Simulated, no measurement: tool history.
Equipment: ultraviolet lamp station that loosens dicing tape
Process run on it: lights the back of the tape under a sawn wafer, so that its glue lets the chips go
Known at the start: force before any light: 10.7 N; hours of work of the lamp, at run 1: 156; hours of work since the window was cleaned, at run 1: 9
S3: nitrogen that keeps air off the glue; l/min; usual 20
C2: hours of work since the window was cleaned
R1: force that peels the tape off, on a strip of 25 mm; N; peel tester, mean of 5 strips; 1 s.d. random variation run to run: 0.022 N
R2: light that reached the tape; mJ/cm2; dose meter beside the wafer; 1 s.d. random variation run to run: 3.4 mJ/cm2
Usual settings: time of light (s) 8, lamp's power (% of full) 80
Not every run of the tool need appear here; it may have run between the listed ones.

{"run": 1, "hour": 0.0, "time of light (s)": 8, "lamp's power (% of full)": 80, "S3": 20, "hours of work of the lamp": 156, "C2": 9, "R1": 1.128, "R2": 531}
{"run": 2, "hour": 8.6, "time of light (s)": 8, "lamp's power (% of full)": 80, "S3": 20, "hours of work of the lamp": 161, "C2": 13, "R1": 1.177, "R2": 530}
{"run": 3, "hour": 16.1, "time of light (s)": 8, "lamp's power (% of full)": 80, "S3": 20, "hours of work of the lamp": 165, "C2": 17, "R1": 1.176, "R2": 534}
{"run": 4, "hour": 28.0, "time of light (s)": 8, "lamp's power (% of full)": 80, "S3": 20, "hours of work of the lamp": 171, "C2": 24, "R1": 1.213, "R2": 527}
{"run": 5, "hour": 41.3, "time of light (s)": 8, "lamp's power (% of full)": 80, "S3": 20, "hours of work of the lamp": 178, "C2": 31, "R1": 1.181, "R2": 520}
{"run": 6, "hour": 50.7, "time of light (s)": 8, "lamp's power (% of full)": 80, "S3": 20, "hours of work of the lamp": 183, "C2": 36, "R1": 1.179, "R2": 520}
{"run": 7, "hour": 59.9, "time of light (s)": 8, "lamp's power (% of full)": 67, "S3": 20, "hours of work of the lamp": 188, "C2": 40, "R1": 1.76, "R2": 443}
{"run": 8, "hour": 66.0, "time of light (s)": 8, "lamp's power (% of full)": 67, "S3": 20, "hours of work of the lamp": 191, "C2": 44, "R1": 1.682, "R2": 435}
{"run": 9, "hour": 75.9, "time of light (s)": 8, "lamp's power (% of full)": 80, "S3": 10, "hours of work of the lamp": 197, "C2": 49, "R1": 1.8, "R2": 522}
{"run": 10, "hour": 82.4, "time of light (s)": 8, "lamp's power (% of full)": 80, "S3": 10, "hours of work of the lamp": 200, "C2": 52, "R1": 1.739, "R2": 522}
{"run": 11, "hour": 93.3, "time of light (s)": 8, "lamp's power (% of full)": 80, "S3": 10, "hours of work of the lamp": 206, "C2": 58, "R1": 1.797, "R2": 518}
{"run": 12, "hour": 105.2, "time of light (s)": 8, "lamp's power (% of full)": 80, "S3": 10, "hours of work of the lamp": 212, "C2": 64, "R1": 1.776, "R2": 522}
{"run": 13, "hour": 116.7, "time of light (s)": 8, "lamp's power (% of full)": 80, "S3": 10, "hours of work of the lamp": 218, "C2": 71, "R1": 1.802, "R2": 518}
{"run": 14, "hour": 126.4, "time of light (s)": 8, "lamp's power (% of full)": 80, "S3": 10, "hours of work of the lamp": 223, "C2": 76, "R1": 1.781, "R2": 514}
{"run": 15, "hour": 135.7, "time of light (s)": 8, "lamp's power (% of full)": 80, "S3": 31, "hours of work of the lamp": 228, "C2": 81, "R1": 0.991, "R2": 521}
{"run": 16, "hour": 143.5, "time of light (s)": 8, "lamp's power (% of full)": 80, "S3": 14, "hours of work of the lamp": 232, "C2": 85, "R1": 1.558, "R2": 511}
{"run": 17, "hour": 156.4, "time of light (s)": 8, "lamp's power (% of full)": 80, "S3": 14, "hours of work of the lamp": 239, "C2": 92, "R1": 1.553, "R2": 514}
{"run": 18, "hour": 166.3, "time of light (s)": 8, "lamp's power (% of full)": 80, "S3": 14, "hours of work of the lamp": 244, "C2": 97, "R1": 1.475, "R2": 517}
{"run": 19, "hour": 173.2, "time of light (s)": 8, "lamp's power (% of full)": 80, "S3": 14, "hours of work of the lamp": 248, "C2": 100, "R1": 1.498, "R2": 513}
{"run": 20, "hour": 181.8, "time of light (s)": 8, "lamp's power (% of full)": 80, "S3": 14, "hours of work of the lamp": 253, "C2": 105, "R1": 1.544, "R2": 513}
{"run": 21, "hour": 192.5, "time of light (s)": 8, "lamp's power (% of full)": 80, "S3": 20, "hours of work of the lamp": 258, "C2": 111, "R1": 1.262, "R2": 515}
{"run": 22, "hour": 198.4, "time of light (s)": 8, "lamp's power (% of full)": 75, "S3": 20, "hours of work of the lamp": 261, "C2": 114, "R1": 1.398, "R2": 473}
{"run": 23, "hour": 204.5, "time of light (s)": 7, "lamp's power (% of full)": 71, "S3": 8, "hours of work of the lamp": 265, "C2": 117, "R1": 2.969, "R2": 396}
{"run": 24, "hour": 217.9, "time of light (s)": 7, "lamp's power (% of full)": 71, "S3": 8, "hours of work of the lamp": 272, "C2": 124, "R1": 3.005, "R2": 397}
{"run": 25, "hour": 229.0, "time of light (s)": 8, "lamp's power (% of full)": 80, "S3": 18, "hours of work of the lamp": 278, "C2": 130, "R1": 1.35, "R2": 505}
{"run": 26, "hour": 239.0, "time of light (s)": 7, "lamp's power (% of full)": 66, "S3": 24, "hours of work of the lamp": 283, "C2": 135, "R1": 2.132, "R2": 364}
{"run": 27, "hour": 246.7, "time of light (s)": 7, "lamp's power (% of full)": 66, "S3": 24, "hours of work of the lamp": 287, "C2": 139, "R1": 2.09, "R2": 364}
{"run": 28, "hour": 255.4, "time of light (s)": 6, "lamp's power (% of full)": 80, "S3": 11, "hours of work of the lamp": 292, "C2": 144, "R1": 2.811, "R2": 380}
{"run": 29, "hour": 265.9, "time of light (s)": 8, "lamp's power (% of full)": 63, "S3": 20, "hours of work of the lamp": 297, "C2": 150, "R1": 2.016, "R2": 392}
{"run": 30, "hour": 277.0, "time of light (s)": 8, "lamp's power (% of full)": 63, "S3": 10, "hours of work of the lamp": 303, "C2": 155, "R1": 2.802, "R2": 397}
{"run": 31, "hour": 287.5, "time of light (s)": 8, "lamp's power (% of full)": 85, "S3": 16, "hours of work of the lamp": 309, "C2": 161, "R1": 1.336, "R2": 535}
{"run": 32, "hour": 298.1, "time of light (s)": 8, "lamp's power (% of full)": 85, "S3": 16, "hours of work of the lamp": 314, "C2": 167, "R1": 1.304, "R2": 529}
{"run": 33, "hour": 310.7, "time of light (s)": 4, "lamp's power (% of full)": 75, "S3": 20, "hours of work of the lamp": 321, "C2": 173, "R1": 3.91, "R2": 237}
{"run": 34, "hour": 316.8, "time of light (s)": 6, "lamp's power (% of full)": 86, "S3": 7, "hours of work of the lamp": 324, "C2": 177, "R1": 3.054, "R2": 404}
{"run": 35, "hour": 322.9, "time of light (s)": 8, "lamp's power (% of full)": 62, "S3": 7, "hours of work of the lamp": 327, "C2": 180, "R1": 3.261, "R2": 385}
{"run": 36, "hour": 329.0, "time of light (s)": 15, "lamp's power (% of full)": 83, "S3": 7, "hours of work of the lamp": 331, "C2": 183, "R1": 0.575, "R2": 975}
{"run": 37, "hour": 335.9, "time of light (s)": 8, "lamp's power (% of full)": 90, "S3": 7, "hours of work of the lamp": 334, "C2": 187, "R1": 1.894, "R2": 554}
{"run": 38, "hour": 347.5, "time of light (s)": 8, "lamp's power (% of full)": 90, "S3": 7, "hours of work of the lamp": 340, "C2": 193, "R1": 1.94, "R2": 565}
{"run": 39, "hour": 358.0, "time of light (s)": 8, "lamp's power (% of full)": 69, "S3": 7, "hours of work of the lamp": 346, "C2": 198, "R1": 2.88, "R2": 423}
{"run": 40, "hour": 370.1, "time of light (s)": 8, "lamp's power (% of full)": 69, "S3": 7, "hours of work of the lamp": 352, "C2": 205, "R1": 2.957, "R2": 424}
{"run": 41, "hour": 381.4, "time of light (s)": 8, "lamp's power (% of full)": 80, "S3": 6, "hours of work of the lamp": 358, "C2": 211, "R1": 2.49, "R2": 495}
{"run": 42, "hour": 387.8, "time of light (s)": 8, "lamp's power (% of full)": 80, "S3": 6, "hours of work of the lamp": 362, "C2": 214, "R1": 2.56, "R2": 493}
{"run": 43, "hour": 396.5, "time of light (s)": 8, "lamp's power (% of full)": 80, "S3": 6, "hours of work of the lamp": 366, "C2": 219, "R1": 2.552, "R2": 491}

Hidden state or all else? Some run-to-run changes of R1, split into what the settings, what came in and random variation would give without the hidden state, and what is left for the hidden state (with any gauge scatter that isn't in both results):
What the log doesn't record here: lamp's light, % of a new lamp's; light that the window lets through, % of a clean one's; drift of the gauge itself on peel_n, %; drift of the gauge itself on dose_mj_cm2, %.
Run 24 -> 25: time of light (s) 7 -> 8, lamp's power (% of full) 71 -> 80, S3 8 -> 18. R1 -1.655 N: hidden state -0.076, all else -1.579.
Run 32 -> 33: time of light (s) 8 -> 4, lamp's power (% of full) 85 -> 75, S3 16 -> 20. R1 +2.606 N: hidden state +0.124, all else +2.482.
Run 35 -> 36: time of light (s) 8 -> 15, lamp's power (% of full) 62 -> 83. R1 -2.686 N: hidden state -0.22, all else -2.466.
Run 36 -> 37: time of light (s) 15 -> 8, lamp's power (% of full) 83 -> 90. R1 +1.319 N: hidden state +0.161, all else +1.158.
